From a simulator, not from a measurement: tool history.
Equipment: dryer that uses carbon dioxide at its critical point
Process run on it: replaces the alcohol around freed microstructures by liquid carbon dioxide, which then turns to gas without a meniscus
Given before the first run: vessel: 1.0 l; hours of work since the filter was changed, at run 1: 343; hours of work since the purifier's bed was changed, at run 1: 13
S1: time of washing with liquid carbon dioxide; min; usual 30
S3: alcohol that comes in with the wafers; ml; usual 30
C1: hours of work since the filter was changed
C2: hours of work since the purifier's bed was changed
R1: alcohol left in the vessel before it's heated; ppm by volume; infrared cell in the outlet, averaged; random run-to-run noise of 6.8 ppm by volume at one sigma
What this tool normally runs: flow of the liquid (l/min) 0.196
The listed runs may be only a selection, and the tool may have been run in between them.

run 1 hour=0 | S1=30 flow_of_the_liquid_(l/min)=0.196 S3=30 | C1=343 C2=13 | R1=520
run 2 hour=6.9 | S1=30 flow_of_the_liquid_(l/min)=0.196 S3=48 | C1=346 C2=15 | R1=825
run 3 hour=15.2 | S1=30 flow_of_the_liquid_(l/min)=0.196 S3=30 | C1=349 C2=18 | R1=528
run 4 hour=21.7 | S1=30 flow_of_the_liquid_(l/min)=0.196 S3=30 | C1=351 C2=21 | R1=534
run 5 hour=28.3 | S1=30 flow_of_the_liquid_(l/min)=0.196 S3=30 | C1=354 C2=23 | R1=513
run 6 hour=36.4 | S1=30 flow_of_the_liquid_(l/min)=0.196 S3=76 | C1=356 C2=26 | R1=1320
run 7 hour=45.2 | S1=30 flow_of_the_liquid_(l/min)=0.196 S3=76 | C1=360 C2=29 | R1=1351
run 8 hour=51.2 | S1=30 flow_of_the_liquid_(l/min)=0.196 S3=76 | C1=362 C2=31 | R1=1358
run 9 hour=59.1 | S1=26 flow_of_the_liquid_(l/min)=0.196 S3=76 | C1=365 C2=34 | R1=2292
run 10 hour=67.7 | S1=30 flow_of_the_liquid_(l/min)=0.196 S3=23 | C1=368 C2=37 | R1=429
run 11 hour=74.7 | S1=30 flow_of_the_liquid_(l/min)=0.196 S3=23 | C1=370 C2=40 | R1=419
run 12 hour=81.3 | S1=30 flow_of_the_liquid_(l/min)=0.196 S3=23 | C1=373 C2=42 | R1=426
run 13 hour=86.1 | S1=30 flow_of_the_liquid_(l/min)=0.196 S3=23 | C1=374 C2=44 | R1=420
run 14 hour=90.8 | S1=30 flow_of_the_liquid_(l/min)=0.196 S3=23 | C1=376 C2=46 | R1=435
run 15 hour=94.8 | S1=30 flow_of_the_liquid_(l/min)=0.196 S3=23 | C1=378 C2=47 | R1=423
run 16 hour=98.7 | S1=30 flow_of_the_liquid_(l/min)=0.196 S3=23 | C1=379 C2=49 | R1=429
run 17 hour=103.5 | S1=30 flow_of_the_liquid_(l/min)=0.196 S3=30 | C1=381 C2=50 | R1=545
run 18 hour=111.5 | S1=30 flow_of_the_liquid_(l/min)=0.189 S3=30 | C1=384 C2=53 | R1=653
run 19 hour=119.1 | S1=30 flow_of_the_liquid_(l/min)=0.189 S3=30 | C1=386 C2=56 | R1=627
run 20 hour=124.7 | S1=30 flow_of_the_liquid_(l/min)=0.233 S3=38 | C1=388 C2=58 | R1=318
run 21 hour=131.3 | S1=22 flow_of_the_liquid_(l/min)=0.181 S3=38 | C1=391 C2=60 | R1=2542
run 22 hour=138.5 | S1=28 flow_of_the_liquid_(l/min)=0.196 S3=34 | C1=393 C2=63 | R1=829
run 23 hour=146.6 | S1=20 flow_of_the_liquid_(l/min)=0.132 S3=75 | C1=396 C2=66 | R1=12988
run 24 hour=150.5 | S1=20 flow_of_the_liquid_(l/min)=0.191 S3=25 | C1=398 C2=67 | R1=1878
run 25 hour=159.7 | S1=42 flow_of_the_liquid_(l/min)=0.25 S3=92 | C1=401 C2=71 | R1=88
run 26 hour=165 | S1=42 flow_of_the_liquid_(l/min)=0.12 S3=92 | C1=403 C2=73 | R1=3327
run 27 hour=170.8 | S1=30 flow_of_the_liquid_(l/min)=0.137 S3=30 | C1=405 C2=75 | R1=1969
run 28 hour=178.2 | S1=18 flow_of_the_liquid_(l/min)=0.12 S3=86 | C1=408 C2=77 | R1=21191
run 29 hour=186.1 | S1=18 flow_of_the_liquid_(l/min)=0.229 S3=86 | C1=411 C2=80 | R1=5123
run 30 hour=192 | S1=41 flow_of_the_liquid_(l/min)=0.229 S3=62 | C1=413 C2=82 | R1=117
run 31 hour=199.8 | S1=40 flow_of_the_liquid_(l/min)=0.154 S3=62 | C1=416 C2=85 | R1=1048
run 32 hour=206.3 | S1=26 flow_of_the_liquid_(l/min)=0.289 S3=52 | C1=418 C2=88 | R1=317
run 33 hour=215 | S1=30 flow_of_the_liquid_(l/min)=0.131 S3=113 | C1=421 C2=91 | R1=8448
run 34 hour=223.2 | S1=30 flow_of_the_liquid_(l/min)=0.196 S3=75 | C1=424 C2=94 | R1=1447
run 35 hour=231.1 | S1=29 flow_of_the_liquid_(l/min)=0.196 S3=30 | C1=427 C2=97 | R1=693
run 36 hour=236.2 | S1=29 flow_of_the_liquid_(l/min)=0.267 S3=51 | C1=429 C2=98 | R1=274
run 37 hour=242.9 | S1=37 flow_of_the_liquid_(l/min)=0.272 S3=103 | C1=431 C2=101 | R1=134

Some steps in R1, run to run, broken into two amounts with sign: the step expected even without the hidden condition (settings, incoming material, random variation), and the rest, left for the hidden condition together with whatever gauge scatter is not in both the measured and the hidden-condition-free result:
The tool's hidden condition here consists of: flow that reaches the vessel past the clogged filter, %; alcohol in the recycled carbon dioxide, ppm; drift of the gauge itself on alcohol_ppm, %.
Run 22 -> 23: S1 28 -> 20, flow of the liquid (l/min) 0.196 -> 0.132, S3 34 -> 75. R1 +12159 ppm by volume: hidden state +2688, all else +9471.
Run 27 -> 28: S1 30 -> 18, flow of the liquid (l/min) 0.137 -> 0.12, S3 30 -> 86. R1 +19222 ppm by volume: hidden state +3566, all else +15656.
Run 28 -> 29: flow of the liquid (l/min) 0.12 -> 0.229. R1 -16068 ppm by volume: hidden state -2396, all else -13672.
Run 32 -> 33: S1 26 -> 30, flow of the liquid (l/min) 0.289 -> 0.131, S3 52 -> 113. R1 +8131 ppm by volume: hidden state +2734, all else +5397.

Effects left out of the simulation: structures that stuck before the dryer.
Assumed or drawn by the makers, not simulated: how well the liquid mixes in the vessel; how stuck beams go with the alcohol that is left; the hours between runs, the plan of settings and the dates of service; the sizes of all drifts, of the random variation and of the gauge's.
